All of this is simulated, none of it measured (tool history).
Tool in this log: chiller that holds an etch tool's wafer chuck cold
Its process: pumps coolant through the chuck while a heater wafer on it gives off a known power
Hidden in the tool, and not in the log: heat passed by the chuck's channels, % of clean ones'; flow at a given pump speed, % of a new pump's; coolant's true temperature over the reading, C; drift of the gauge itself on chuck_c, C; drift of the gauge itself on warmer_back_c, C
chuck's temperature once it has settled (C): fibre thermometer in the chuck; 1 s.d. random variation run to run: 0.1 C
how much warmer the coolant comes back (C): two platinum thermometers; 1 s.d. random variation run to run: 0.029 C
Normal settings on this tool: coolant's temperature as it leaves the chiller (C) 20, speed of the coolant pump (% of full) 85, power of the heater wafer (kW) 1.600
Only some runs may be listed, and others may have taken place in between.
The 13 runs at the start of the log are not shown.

run   hour  coolant's temperature as it leaves the chiller (C)  speed of the coolant pump (% of full)  power of the heater wafer (kW)  hours since the coolant was changed and the channels were flushed  hours since the pump was overhauled  hours since the chiller's thermometer was calibrated  chuck's temperature once it has settled (C)  how much warmer the coolant comes back (C)
 14  390.0                                                  20                                     71                           1.600                                                               1638                                 1659                                                  2932                                         34.2                                        4.09
 15  417.6                                                  20                                     71                           1.600                                                               1666                                 1686                                                  2960                                         34.1                                        4.08
 16  449.0                                                  20                                     71                           1.600                                                               1697                                 1718                                                  2991                                         34.1                                        4.09
 17  480.9                                                  20                                     71                           1.600                                                               1729                                 1750                                                  3023                                         34.2                                        4.06
 18  500.9                                                  20                                     71                           1.600                                                               1749                                 1770                                                  3043                                         34.3                                        4.03
 19  522.4                                                  20                                     84                           0.986                                                               1771                                 1791                                                  3064                                         27.6                                        1.90
 20  559.5                                                  21                                     85                           0.977                                                               1808                                 1828                                                  3101                                         28.4                                        1.87
     572.2  -- gauge calibrated
 21  596.9                                                  21                                     85                           0.977                                                               1845                                 1866                                                  3139                                         28.4                                        2.10
 22  614.6                                                  16                                     92                           1.020                                                               1863                                 1883                                                  3157                                         23.3                                        2.06
 23  653.6                                                  14                                     66                           1.600                                                               1902                                 1922                                                  3196                                         29.4                                        4.63
 24  673.1                                                  20                                     67                           1.387                                                               1921                                 1942                                                  3215                                         33.0                                        3.87
 25  699.2                                                  14                                     91                           1.693                                                               1948                                 1968                                                  3241                                         26.2                                        3.41
 26  727.0                                                  14                                     91                           1.693                                                               1975                                 1996                                                  3269                                         26.1                                        3.34
 27  764.8                                                  19                                     79                           2.043                                                               2013                                 2033                                                  3307                                         35.7                                        4.77

What will run 28 give?
 28  802.3                                                  17                                     85                           1.834                                                               2051                                 2071                                                  3344                                            ?                                           ?

{"run 28": {"chuck's temperature once it has settled (C)": 31.0, "how much warmer the coolant comes back (C)": 3.92}}
Take away the tool's hidden state, keep the run-to-run variation as it was, and the same run would have given chuck's temperature once it has settled (C) 31.0, how much warmer the coolant comes back (C) 4.03.
